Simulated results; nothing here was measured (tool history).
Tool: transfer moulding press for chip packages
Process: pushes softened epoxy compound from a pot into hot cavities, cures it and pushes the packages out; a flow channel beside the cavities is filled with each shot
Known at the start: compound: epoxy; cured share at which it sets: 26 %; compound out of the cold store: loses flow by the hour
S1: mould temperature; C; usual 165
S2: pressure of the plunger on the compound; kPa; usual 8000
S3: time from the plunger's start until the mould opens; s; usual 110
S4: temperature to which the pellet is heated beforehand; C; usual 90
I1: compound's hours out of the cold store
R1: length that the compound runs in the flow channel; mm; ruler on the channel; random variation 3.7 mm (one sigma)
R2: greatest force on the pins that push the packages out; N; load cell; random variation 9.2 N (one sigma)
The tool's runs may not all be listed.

| run | hour | S1 | S2 | S3 | S4 | I1 | R1 | R2 |
|---|---|---|---|---|---|---|---|---|
| 1 | 0 | 165 | 8000 | 110 | 90 | 17.3 | 876 | 667 |
|  | 11 | cavities cleaned with cleaning compound and waxed |
| 2 | 25.9 | 165 | 8000 | 110 | 90 | 39.5 | 743 | 475 |
| 3 | 37 | 165 | 8000 | 96 | 90 | 11.5 | 892 | 760 |
| 4 | 54.5 | 165 | 8000 | 110 | 83 | 13.3 | 894 | 621 |
| 5 | 67.7 | 165 | 8000 | 110 | 83 | 39.5 | 745 | 605 |
| 6 | 83.8 | 165 | 8000 | 110 | 90 | 11.9 | 890 | 670 |
| 7 | 94.1 | 165 | 8000 | 110 | 90 | 43.8 | 714 | 629 |
|  | 110.8 | cavities cleaned with cleaning compound and waxed |
| 8 | 113.9 | 165 | 8000 | 110 | 90 | 16.3 | 852 | 464 |
| 9 | 128 | 165 | 8000 | 110 | 90 | 30.6 | 776 | 494 |
| 10 | 143.7 | 165 | 8000 | 110 | 90 | 19.6 | 836 | 565 |
|  | 153.5 | plunger's sealing rings changed |
| 11 | 168.5 | 165 | 8000 | 110 | 90 | 12.6 | 944 | 627 |
| 12 | 186.2 | 165 | 8000 | 110 | 90 | 35.4 | 808 | 647 |
|  | 211.9 | cavities cleaned with cleaning compound and waxed |
| 13 | 212 | 165 | 7930 | 110 | 90 | 40.3 | 771 | 423 |
| 14 | 234.8 | 165 | 7930 | 110 | 90 | 18.3 | 889 | 547 |
| 15 | 247.7 | 165 | 7930 | 110 | 90 | 16.5 | 900 | 586 |

Forecast run 16:
| 16 | 271.2 | 165 | 7080 | 110 | 90 | 10.8 | ? | ? |

{"run 16": {"R1": 885, "R2": 651}}
Without the tool's hidden state the same run would have given R1 906 mm, R2 425 N.

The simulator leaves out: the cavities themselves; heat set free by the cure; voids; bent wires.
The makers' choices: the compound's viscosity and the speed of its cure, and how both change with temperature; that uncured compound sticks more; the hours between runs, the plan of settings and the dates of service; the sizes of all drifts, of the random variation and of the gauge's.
